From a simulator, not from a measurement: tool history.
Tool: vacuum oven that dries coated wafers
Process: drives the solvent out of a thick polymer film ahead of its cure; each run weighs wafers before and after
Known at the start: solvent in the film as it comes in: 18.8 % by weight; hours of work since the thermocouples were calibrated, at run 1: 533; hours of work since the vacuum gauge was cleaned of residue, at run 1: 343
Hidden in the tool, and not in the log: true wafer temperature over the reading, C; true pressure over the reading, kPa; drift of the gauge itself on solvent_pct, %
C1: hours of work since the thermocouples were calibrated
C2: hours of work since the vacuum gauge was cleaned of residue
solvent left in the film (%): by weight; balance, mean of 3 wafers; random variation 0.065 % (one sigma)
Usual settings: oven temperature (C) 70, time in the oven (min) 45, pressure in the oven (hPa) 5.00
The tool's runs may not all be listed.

Run 1, hour 0.0: usual settings; C1 533; C2 343. Result: solvent left in the film (%) 4.38.
Run 2, hour 7.3: usual settings; C1 539; C2 348. Result: solvent left in the film (%) 4.29.
Run 3, hour 12.9: usual settings; C1 543; C2 352. Result: solvent left in the film (%) 4.20.
Run 4, hour 19.3: usual settings but time in the oven (min) 74; C1 547; C2 357. Result: solvent left in the film (%) 2.05.
Run 5, hour 26.1: usual settings but time in the oven (min) 74; C1 552; C2 362. Result: solvent left in the film (%) 2.06.
Run 6, hour 31.8: usual settings but time in the oven (min) 74; C1 556; C2 366. Result: solvent left in the film (%) 2.09.
Run 7, hour 42.8: usual settings but time in the oven (min) 74; C1 564; C2 374. Result: solvent left in the film (%) 2.06.
Run 8, hour 48.2: usual settings but time in the oven (min) 74; C1 568; C2 378. Result: solvent left in the film (%) 2.06.
Run 9, hour 54.6: usual settings but time in the oven (min) 74; C1 573; C2 382. Result: solvent left in the film (%) 1.99.
Run 10, hour 65.6: usual settings but time in the oven (min) 56; C1 581; C2 390. Result: solvent left in the film (%) 3.15.
Run 11, hour 77.2: usual settings but pressure in the oven (hPa) 7.69; C1 589; C2 399. Result: solvent left in the film (%) 4.42.
Run 12, hour 82.1: usual settings but oven temperature (C) 69; C1 593; C2 402. Result: solvent left in the film (%) 4.53.
Run 13, hour 92.9: usual settings but oven temperature (C) 69; C1 600; C2 410. Result: solvent left in the film (%) 4.64.
Run 14, hour 102.2: usual settings; C1 607; C2 417. Result: solvent left in the film (%) 4.29.
Run 15, hour 110.7: usual settings but time in the oven (min) 26; C1 613; C2 423. Result: solvent left in the film (%) 7.27.
Run 16, hour 119.3: usual settings but time in the oven (min) 26; C1 619; C2 429. Result: solvent left in the film (%) 7.26.
Run 17, hour 126.3: usual settings but time in the oven (min) 26; C1 625; C2 434. Result: solvent left in the film (%) 7.08.
Run 18, hour 131.8: usual settings but time in the oven (min) 26; C1 628; C2 438. Result: solvent left in the film (%) 7.15.
Run 19, hour 137.9: usual settings but oven temperature (C) 75, time in the oven (min) 26; C1 633; C2 442. Result: solvent left in the film (%) 5.82.
Run 20, hour 147.4: usual settings but oven temperature (C) 71, time in the oven (min) 65, pressure in the oven (hPa) 8.75; C1 640; C2 449. Result: solvent left in the film (%) 2.59.
Run 21, hour 159.5: usual settings but oven temperature (C) 71, time in the oven (min) 65, pressure in the oven (hPa) 8.75; C1 648; C2 458. Result: solvent left in the film (%) 2.55.
Run 22, hour 170.4: usual settings but oven temperature (C) 61, time in the oven (min) 26, pressure in the oven (hPa) 9.92; C1 656; C2 466. Result: solvent left in the film (%) 9.87.
Run 23, hour 180.4: usual settings but oven temperature (C) 61, time in the oven (min) 26, pressure in the oven (hPa) 9.92; C1 664; C2 473. Result: solvent left in the film (%) 9.62.
Run 24, hour 187.0: usual settings but oven temperature (C) 64, time in the oven (min) 59, pressure in the oven (hPa) 13.11; C1 668; C2 478. Result: solvent left in the film (%) 5.13.
Run 25, hour 196.6: usual settings but oven temperature (C) 79, time in the oven (min) 59, pressure in the oven (hPa) 13.11; C1 675; C2 485. Result: solvent left in the film (%) 1.50.
Run 26, hour 203.5: usual settings but oven temperature (C) 79, time in the oven (min) 59, pressure in the oven (hPa) 13.11; C1 680; C2 490. Result: solvent left in the film (%) 1.58.
Run 27, hour 209.3: usual settings but oven temperature (C) 77, time in the oven (min) 59, pressure in the oven (hPa) 3.38; C1 684; C2 494. Result: solvent left in the film (%) 1.39.
Run 28, hour 220.9: usual settings but oven temperature (C) 57, time in the oven (min) 49, pressure in the oven (hPa) 12.34; C1 693; C2 502. Result: solvent left in the film (%) 8.30.
Run 29, hour 226.1: usual settings but oven temperature (C) 61, time in the oven (min) 77, pressure in the oven (hPa) 5.13; C1 696; C2 506. Result: solvent left in the film (%) 4.20.
Run 30, hour 234.1: usual settings but oven temperature (C) 83, time in the oven (min) 80; C1 702; C2 512. Result: solvent left in the film (%) 0.48.
Run 31, hour 245.5: usual settings but oven temperature (C) 76, time in the oven (min) 39; C1 710; C2 520. Result: solvent left in the film (%) 3.37.
Run 32, hour 251.4: usual settings but oven temperature (C) 76, time in the oven (min) 54, pressure in the oven (hPa) 6.59; C1 715; C2 524. Result: solvent left in the film (%) 2.09.
Run 33, hour 257.5: usual settings but oven temperature (C) 76, time in the oven (min) 54, pressure in the oven (hPa) 6.59; C1 719; C2 529. Result: solvent left in the film (%) 2.06.
Run 34, hour 269.5: usual settings but oven temperature (C) 76, time in the oven (min) 54, pressure in the oven (hPa) 6.59; C1 728; C2 537. Result: solvent left in the film (%) 2.19.
Run 35, hour 281.0: usual settings but oven temperature (C) 77, time in the oven (min) 49, pressure in the oven (hPa) 13.35; C1 736; C2 546. Result: solvent left in the film (%) 2.62.
Run 36, hour 287.3: usual settings but oven temperature (C) 77, time in the oven (min) 49, pressure in the oven (hPa) 13.35; C1 741; C2 550. Result: solvent left in the film (%) 2.67.
Run 37, hour 298.4: usual settings but oven temperature (C) 77, time in the oven (min) 67, pressure in the oven (hPa) 4.63; C1 749; C2 558. Result: solvent left in the film (%) 1.16.

5 ways to go on from here, each from the tool as it stands after run 37. What would each give?
Run A, hour 303.6: usual settings but oven temperature (C) 82, time in the oven (min) 51, pressure in the oven (hPa) 4.63; C1 752; C2 562. Result: solvent left in the film (%) ?.
Run B, hour 303.6: usual settings but oven temperature (C) 57, time in the oven (min) 62, pressure in the oven (hPa) 10.79; C1 752; C2 562. Result: solvent left in the film (%) ?.
Run C, hour 303.6: usual settings but oven temperature (C) 77, time in the oven (min) 67, pressure in the oven (hPa) 4.65; C1 752; C2 562. Result: solvent left in the film (%) ?.
Run D, hour 303.6: usual settings but oven temperature (C) 59, time in the oven (min) 78, pressure in the oven (hPa) 17.21; C1 752; C2 562. Result: solvent left in the film (%) ?.
Run E, hour 303.6: usual settings but pressure in the oven (hPa) 17.94; C1 752; C2 562. Result: solvent left in the film (%) ?.

run  solvent left in the film (%)
  A                          1.27
  B                          7.03
  C                          1.15
  D                          5.89
  E                          5.03
Without the tool's hidden state the same runs would have given:
run  solvent left in the film (%)
  A                          1.19
  B                          6.88
  C                          1.04
  D                          5.73
  E                          4.96
